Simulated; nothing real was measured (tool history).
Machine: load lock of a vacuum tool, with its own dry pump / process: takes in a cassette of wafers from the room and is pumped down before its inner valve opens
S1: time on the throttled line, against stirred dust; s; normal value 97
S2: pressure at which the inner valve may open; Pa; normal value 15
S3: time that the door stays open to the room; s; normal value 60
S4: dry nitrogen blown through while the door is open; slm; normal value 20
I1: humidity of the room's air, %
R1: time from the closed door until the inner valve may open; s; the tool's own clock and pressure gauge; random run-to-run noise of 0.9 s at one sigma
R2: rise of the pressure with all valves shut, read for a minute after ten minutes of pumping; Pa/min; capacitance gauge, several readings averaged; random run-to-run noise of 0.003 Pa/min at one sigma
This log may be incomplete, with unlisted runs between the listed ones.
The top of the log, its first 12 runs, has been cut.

Run 13, hour 1082.7: usual settings; I1 44.6. Result: R1 139.8 s, R2 0.017 Pa/min.
Run 14, hour 1165.3: usual settings; I1 45.6. Result: R1 140.2 s, R2 0.019 Pa/min.
Run 15, hour 1245.5: usual settings but S3 221 s; I1 45.3. Result: R1 141.3 s, R2 0.027 Pa/min.
Run 16, hour 1304.7: usual settings but S3 221 s; I1 47.1. Result: R1 141.8 s, R2 0.031 Pa/min.
Run 17, hour 1403.4: usual settings but S3 221 s; I1 43.1. Result: R1 140.7 s, R2 0.029 Pa/min.
Run 18, hour 1477.7: usual settings but S3 221 s; I1 42.6. Result: R1 140.3 s, R2 0.029 Pa/min.
Run 19, hour 1531.2: usual settings but S3 221 s; I1 47.7. Result: R1 141 s, R2 0.031 Pa/min.
Run 20, hour 1606.5: usual settings but S3 221 s; I1 46.7. Result: R1 141.1 s, R2 0.038 Pa/min.
Run 21, hour 1656.4: usual settings but S3 228 s, S4 17 slm; I1 44. Result: R1 140.8 s, R2 0.034 Pa/min.
Run 22, hour 1777.8: usual settings but S1 123 s, S2 18 Pa, S3 70 s, S4 17 slm; I1 47.2. Result: R1 162.8 s, R2 0.022 Pa/min.
Run 23, hour 1883.3: usual settings but S2 30 Pa, S3 40 s; I1 41.9. Result: R1 136.9 s, R2 0.015 Pa/min.
Run 24, hour 1981.2: usual settings but S1 138 s, S2 16 Pa, S3 154 s, S4 17 slm; I1 50.8. Result: R1 175.9 s, R2 0.027 Pa/min.
Run 25, hour 2085.8: usual settings but S1 74 s, S2 20 Pa, S3 154 s, S4 11 slm; I1 45.8. Result: R1 116.7 s, R2 0.039 Pa/min.
Run 26, hour 2167.9: usual settings but S1 92 s, S2 20 Pa, S3 154 s, S4 11 slm; I1 44.2. Result: R1 135.2 s, R2 0.036 Pa/min.
Run 27, hour 2220.4: usual settings but S1 92 s, S2 20 Pa, S3 154 s, S4 11 slm; I1 44.1. Result: R1 136 s, R2 0.03 Pa/min.
Run 28, hour 2335.4: usual settings but S1 169 s, S2 14 Pa, S3 115 s, S4 28 slm; I1 45.8. Result: R1 205.8 s, R2 0.017 Pa/min.
Run 29, hour 2407.3: usual settings but S1 61 s, S2 26 Pa, S4 4 slm; I1 48. Result: R1 105.7 s, R2 0.042 Pa/min.
Run 30, hour 2528.9: usual settings but S1 73 s, S3 56 s; I1 46.2. Result: R1 119.3 s, R2 0.023 Pa/min.
Run 31, hour 2625.4: usual settings but S1 73 s; I1 41.6. Result: R1 119.8 s, R2 0.017 Pa/min.
Run 32, hour 2708.1: usual settings but S1 63 s, S2 17 Pa, S3 55 s, S4 7 slm; I1 43.4. Result: R1 108.9 s, R2 0.029 Pa/min.
Run 33, hour 2782.8: usual settings but S1 63 s, S2 17 Pa, S3 55 s, S4 7 slm; I1 43.9. Result: R1 110.4 s, R2 0.027 Pa/min.
Run 34, hour 2900.5: usual settings but S1 122 s, S2 21 Pa, S3 55 s, S4 7 slm; I1 46.1. Result: R1 162.5 s, R2 0.034 Pa/min.
Run 35, hour 2965.9: usual settings but S1 92 s, S2 18 Pa, S3 55 s, S4 16 slm; I1 45. Result: R1 135.4 s, R2 0.026 Pa/min.
Run 36, hour 3058.1: usual settings but S1 92 s, S2 18 Pa, S3 55 s, S4 16 slm; I1 43. Result: R1 136.7 s, R2 0.02 Pa/min.
Run 37, hour 3119.2: usual settings but S1 92 s, S2 18 Pa, S3 239 s, S4 31 slm; I1 43.4. Result: R1 135.5 s, R2 0.023 Pa/min.

Branching from run 37: 3 alternative next runs. What would each branch give?
Run A, hour 3184.6: usual settings but S1 51 s, S2 19 Pa, S3 187 s; I1 46.3. Result: R1 ?, R2 ?.
Run B, hour 3184.6: usual settings but S1 79 s; I1 42.9. Result: R1 ?, R2 ?.
Run C, hour 3184.6: usual settings but S1 69 s, S2 18 Pa, S3 239 s, S4 31 slm; I1 44. Result: R1 ?, R2 ?.

run     R1     R2
  A   97.6  0.031
  B  124.4  0.012
  C  113.7  0.022
The same runs, with their run-to-run variation unchanged, on a tool lacking any hidden condition would have given:
run     R1     R2
  A   97.5  0.031
  B  124.3  0.012
  C  113.6  0.022
